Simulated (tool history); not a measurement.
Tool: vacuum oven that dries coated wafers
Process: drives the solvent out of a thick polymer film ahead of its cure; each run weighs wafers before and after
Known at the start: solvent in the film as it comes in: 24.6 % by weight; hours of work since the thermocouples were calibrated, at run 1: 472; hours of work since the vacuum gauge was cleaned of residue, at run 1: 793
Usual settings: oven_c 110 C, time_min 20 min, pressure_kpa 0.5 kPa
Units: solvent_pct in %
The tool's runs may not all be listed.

run    hour  oven_c  time_min  pressure_kpa  hours of work since the thermocouples were calibrated  hours of work since the vacuum gauge was cleaned of residue  solvent_pct
  1       0     110        20           0.5                                                    472                                                          793         1.33
  2    41.9     110        20           0.5                                                    496                                                          816         1.32
  3    97.6     110        20           0.5                                                    527                                                          848         1.31
  4   163.6     108        20           0.5                                                    565                                                          885         1.67
  5   251.6     108        19           0.5                                                    614                                                          935         1.87
  6   346.1     110        31           0.5                                                    668                                                          988         0.43
  7   424.2     109        31           0.5                                                    712                                                         1033         0.47
      432.4  -- oven's thermocouples calibrated
  8     482     109        31           0.5                                                     28                                                         1064          0.5
  9   568.9     110        20           0.5                                                     77                                                         1113         1.32
      612.1  -- vacuum gauge cleaned of residue and calibrated
 10   634.1     110        20           0.5                                                    113                                                           12         1.32
 11   687.3     110        20           0.5                                                    143                                                           43         1.32
 12   757.4     110        20           0.5                                                    183                                                           82         1.31
 13   811.6     110        20           0.5                                                    213                                                          113         1.32
 14   855.8     110        20           0.5                                                    238                                                          138         1.32
 15     932      96        20           0.5                                                    282                                                          181         4.95
 16  1021.6      96        20           0.5                                                    332                                                          231         4.99
 17  1103.8     110        14           0.5                                                    379                                                          278         2.85
 18  1144.8     110        14           0.5                                                    402                                                          301         2.84
 19  1194.8      97        15           0.5                                                    430                                                          329         6.65
 20  1243.1      97        15          0.27                                                    457                                                          357         6.54
 21  1334.6     110        20         0.261                                                    509                                                          408         1.23
 22  1427.3     101        21          0.26                                                    561                                                          461         2.97

Run 23 comes next. What will it give?
 23  1489.3     110        20         1.868                                                    596                                                          496            ?

Run 23 gave solvent_pct 1.8 %.
Without the tool's hidden state the same run would have given solvent_pct 1.8 %.
